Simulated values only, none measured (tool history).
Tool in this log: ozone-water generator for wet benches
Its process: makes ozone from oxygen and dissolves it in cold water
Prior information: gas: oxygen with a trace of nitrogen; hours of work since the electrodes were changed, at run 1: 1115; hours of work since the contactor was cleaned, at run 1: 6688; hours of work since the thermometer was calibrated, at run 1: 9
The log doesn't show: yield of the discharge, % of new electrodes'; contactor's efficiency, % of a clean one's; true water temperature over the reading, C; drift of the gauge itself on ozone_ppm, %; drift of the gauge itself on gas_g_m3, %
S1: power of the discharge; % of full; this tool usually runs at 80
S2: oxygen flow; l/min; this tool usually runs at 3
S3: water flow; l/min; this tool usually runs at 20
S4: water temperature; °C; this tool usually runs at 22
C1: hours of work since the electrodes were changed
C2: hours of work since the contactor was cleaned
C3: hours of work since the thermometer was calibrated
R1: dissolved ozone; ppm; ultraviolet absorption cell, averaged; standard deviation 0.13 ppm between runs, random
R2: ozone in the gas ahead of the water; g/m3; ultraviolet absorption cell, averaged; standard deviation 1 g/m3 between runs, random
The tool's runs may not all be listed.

run,hour,S1,S2,S3,S4,C1,C2,C3,R1,R2
1,0,80,3,20,22,1115,6688,9,12.7,172.6
2,26.6,80,3,20,22,1136,6709,29,12.6,173.5
3,66.6,80,4.66,20,22,1167,6740,60,12.5,130.4
4,119.3,80,3,20,18,1208,6781,101,13.2,174.8
5,158.1,80,3,20,18,1238,6811,131,13.3,173.9
6,185.7,80,3,20,18,1259,6832,153,13,172.7
7,226.8,80,3,20,18,1291,6864,184,13.2,172.9
8,251.2,80,3,20,18,1310,6883,203,13.3,172.1

Forecast run 9:
9,295.7,80,4.98,20,18,1345,6917,238,?,?

R1: 13.2 ppm
R2: 125.7 g/m3
The same run, on a tool lacking any hidden state, would have yielded R1 13.2 ppm, R2 125.8 g/m3.
